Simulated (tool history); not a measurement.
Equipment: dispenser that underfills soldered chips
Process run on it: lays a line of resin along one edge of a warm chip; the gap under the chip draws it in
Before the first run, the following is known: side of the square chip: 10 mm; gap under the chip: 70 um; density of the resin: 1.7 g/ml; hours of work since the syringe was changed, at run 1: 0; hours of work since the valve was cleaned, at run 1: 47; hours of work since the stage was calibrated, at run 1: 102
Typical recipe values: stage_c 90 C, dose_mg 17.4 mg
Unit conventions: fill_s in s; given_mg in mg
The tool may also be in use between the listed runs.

run	hour	stage_c	dose_mg	hours of work since the syringe was changed	hours of work since the valve was cleaned	hours of work since the stage was calibrated	fill_s	given_mg
1	0.0	90	17.4	0	47	102	34.9	16.74
# hour 8.5: new syringe of resin
2	15.1	90	17.4	4	57	111	42.0	16.65
# hour 17.6: new syringe of resin
# hour 26.7: new syringe of resin
3	33.3	83	17.4	4	69	123	56.0	16.33
# hour 36.1: new syringe of resin
# hour 45.2: new syringe of resin
4	49.8	83	17.4	3	79	134	52.8	16.32
# hour 54.2: new syringe of resin
5	57.3	83	17.4	2	84	138	52.6	16.19
# hour 63.4: new syringe of resin
6	70.7	83	17.4	5	93	147	58.0	16.10
# hour 72.4: new syringe of resin
# hour 82.0: new syringe of resin
7	83.9	83	17.4	1	101	155	50.3	15.89
# hour 90.7: new syringe of resin
# hour 91.7: dispensing valve cleaned and set on the balance
# hour 100.7: new syringe of resin
8	101.2	77	17.4	0	6	166	60.0	17.25
# hour 109.5: new syringe of resin
9	117.7	81	17.1	5	17	177	65.1	16.75
# hour 119.4: new syringe of resin
10	127.4	81	17.1	5	23	183	63.1	16.85

Forecast run 11:
# hour 128.9: new syringe of resin
11	136.4	81	17.1	5	29	189	?	?

Run 11 produced fill_s 64.4 s, given_mg 16.75 mg.
Without the tool's hidden state the same run would have given fill_s 50.9 s, given_mg 17.12 mg.
